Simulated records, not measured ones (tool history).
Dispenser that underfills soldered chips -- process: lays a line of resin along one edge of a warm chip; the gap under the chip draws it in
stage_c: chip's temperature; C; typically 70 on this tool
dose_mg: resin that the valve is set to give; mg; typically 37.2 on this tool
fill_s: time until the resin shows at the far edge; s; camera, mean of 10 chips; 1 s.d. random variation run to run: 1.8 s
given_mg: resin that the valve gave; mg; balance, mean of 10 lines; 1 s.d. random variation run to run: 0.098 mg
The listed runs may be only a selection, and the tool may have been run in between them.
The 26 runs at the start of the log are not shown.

| run | hour | stage_c | dose_mg | hours of work since the syringe was changed | hours of work since the valve was cleaned | hours of work since the stage was calibrated | fill_s | given_mg |
|---|---|---|---|---|---|---|---|---|
|  | 186.7 | new syringe of resin |
| 27 | 189.9 | 62 | 31.9 | 2 | 91 | 142 | 322.9 | 30.27 |
| 28 | 195.2 | 78 | 40.8 | 6 | 95 | 146 | 200.1 | 38.55 |
|  | 198.1 | new syringe of resin |
| 29 | 203.4 | 62 | 40.4 | 4 | 100 | 151 | 332.5 | 38.16 |
|  | 206.8 | dispensing valve cleaned and set on the balance |
| 30 | 209.6 | 56 | 33.0 | 7 | 2 | 154 | 586.2 | 33.03 |
|  | 210.5 | new syringe of resin |
| 31 | 218.0 | 73 | 39.3 | 5 | 7 | 160 | 231.0 | 39.05 |
|  | 221.6 | new syringe of resin |
| 32 | 227.3 | 84 | 36.7 | 4 | 13 | 166 | 140.0 | 36.23 |
|  | 232.9 | new syringe of resin |
| 33 | 235.4 | 84 | 36.7 | 2 | 19 | 171 | 117.8 | 36.10 |
| 34 | 240.1 | 73 | 33.6 | 5 | 22 | 174 | 239.4 | 33.07 |

Below are 5 alternative next runs, each starting from the tool's condition after run 34. Predict each:
|  | 244.0 | new syringe of resin |
| A | 245.8 | 75 | 33.6 | 1 | 25 | 178 | ? | ? |
|  | 244.0 | new syringe of resin |
| B | 245.8 | 73 | 47.3 | 1 | 25 | 178 | ? | ? |
|  | 244.0 | new syringe of resin |
| C | 245.8 | 64 | 32.3 | 1 | 25 | 178 | ? | ? |
|  | 244.0 | new syringe of resin |
| D | 245.8 | 72 | 39.4 | 1 | 25 | 178 | ? | ? |
|  | 244.0 | new syringe of resin |
| E | 245.8 | 83 | 31.9 | 1 | 25 | 178 | ? | ? |

| run | fill_s | given_mg |
|---|---|---|
| A | 166.8 | 32.88 |
| B | 170.5 | 46.49 |
| C | 269.5 | 31.87 |
| D | 181.8 | 38.77 |
| E | 124.3 | 31.35 |
The same runs, with their run-to-run variation unchanged, on a tool lacking any hidden condition would have given:
| run | fill_s | given_mg |
|---|---|---|
| A | 148.0 | 33.49 |
| B | 152.0 | 47.36 |
| C | 238.5 | 32.47 |
| D | 161.8 | 39.50 |
| E | 110.3 | 31.94 |
